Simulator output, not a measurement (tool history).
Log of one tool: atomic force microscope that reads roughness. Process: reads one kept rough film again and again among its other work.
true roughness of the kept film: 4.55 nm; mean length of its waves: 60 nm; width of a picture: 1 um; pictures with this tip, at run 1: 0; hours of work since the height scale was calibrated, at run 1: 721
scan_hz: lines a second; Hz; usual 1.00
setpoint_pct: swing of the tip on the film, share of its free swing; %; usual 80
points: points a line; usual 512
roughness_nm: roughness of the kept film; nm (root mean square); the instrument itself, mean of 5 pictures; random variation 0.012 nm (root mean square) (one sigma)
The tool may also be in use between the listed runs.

run,hour,scan_hz,setpoint_pct,points,pictures with this tip,hours of work since the height scale was calibrated,roughness_nm
1,0.0,1.00,80,512,0,721,3.996
2,23.8,1.00,80,512,37,737,3.935
3,50.8,1.00,80,512,80,756,3.878
# hour 81.7: new tip fitted
4,90.3,1.00,80,512,14,782,3.980
5,130.3,1.00,80,512,77,809,3.899
# hour 162.6: new tip fitted
6,168.5,1.13,80,512,9,835,3.938
7,214.9,1.13,80,512,82,867,3.839
# hour 243.3: new tip fitted
8,243.3,1.13,80,512,0,886,3.972
9,285.5,1.13,80,512,66,915,3.877
10,309.1,1.00,80,512,103,931,3.849
# hour 327.2: new tip fitted
11,353.1,1.00,80,512,41,961,3.950
12,378.8,1.00,80,355,81,978,3.868
# hour 407.8: new tip fitted
13,411.8,1.56,80,512,6,1000,3.794
14,432.2,0.76,80,512,39,1014,4.052
15,457.4,0.76,80,430,78,1032,4.003
# hour 491.4: new tip fitted
16,499.8,1.00,80,934,13,1060,4.008
# hour 526.1: height scale calibrated on a step standard
17,526.1,1.00,80,512,53,0,3.895
18,546.5,1.00,82,512,85,14,3.812
# hour 574.2: new tip fitted
19,583.6,1.00,74,512,15,39,4.028
20,622.7,1.00,80,512,77,66,3.830
# hour 657.4: new tip fitted
21,665.8,1.65,80,512,13,95,3.686
22,696.0,1.65,80,512,61,115,3.630
23,725.9,1.65,80,512,108,136,3.558
# hour 737.9: new tip fitted
24,761.8,1.00,80,607,38,160,3.921
25,801.3,1.00,80,512,100,187,3.827
# hour 819.5: new tip fitted
26,837.3,3.45,57,529,28,211,3.995
27,861.5,1.00,80,585,66,228,3.883
28,893.3,1.00,80,585,116,250,3.793
# hour 901.8: new tip fitted
29,929.0,1.00,74,648,42,274,4.013
30,951.0,0.56,76,665,77,289,4.076
31,973.9,1.00,63,512,113,304,4.050
# hour 986.0: new tip fitted
32,994.1,0.77,87,471,13,318,3.912
33,1037.4,2.32,75,562,81,347,3.560
# hour 1066.7: new tip fitted
34,1071.2,2.54,75,993,7,370,3.609
35,1109.6,2.72,89,468,68,396,2.945
# hour 1147.8: new tip fitted
36,1147.8,1.50,83,468,0,422,3.703
37,1169.0,1.50,83,468,33,437,3.655
38,1213.0,2.99,63,409,102,467,3.780
# hour 1230.0: new tip fitted
39,1248.0,2.99,63,865,28,490,3.881
40,1271.4,2.09,80,512,65,506,3.507
# hour 1311.5: new tip fitted
41,1311.5,2.09,80,435,0,533,3.584
42,1335.6,1.47,80,512,38,550,3.748
43,1373.6,3.51,67,512,98,576,3.582
# hour 1392.9: new tip fitted
44,1412.9,3.51,67,512,32,602,3.688
45,1440.7,1.14,80,512,75,621,3.839
46,1461.7,1.14,80,512,108,635,3.770
# hour 1473.8: new tip fitted
47,1485.5,1.14,80,512,19,651,3.895
48,1507.4,1.00,79,762,53,666,3.928
49,1540.2,0.91,80,381,105,689,3.881
# hour 1554.2: new tip fitted
50,1580.7,0.77,89,571,42,716,3.848

4 ways to go on from here, each from the tool as it stands after run 50. What would each give?
A,1601.5,0.73,66,512,74,730,?
B,1601.5,0.77,77,903,74,730,?
C,1601.5,2.70,59,813,74,730,?
D,1601.5,1.00,80,966,74,730,?

run,roughness_nm
A,4.188
B,4.054
C,3.984
D,3.909
Without the tool's hidden state the same runs would have given:
run,roughness_nm
A,4.236
B,4.100
C,4.030
D,3.953

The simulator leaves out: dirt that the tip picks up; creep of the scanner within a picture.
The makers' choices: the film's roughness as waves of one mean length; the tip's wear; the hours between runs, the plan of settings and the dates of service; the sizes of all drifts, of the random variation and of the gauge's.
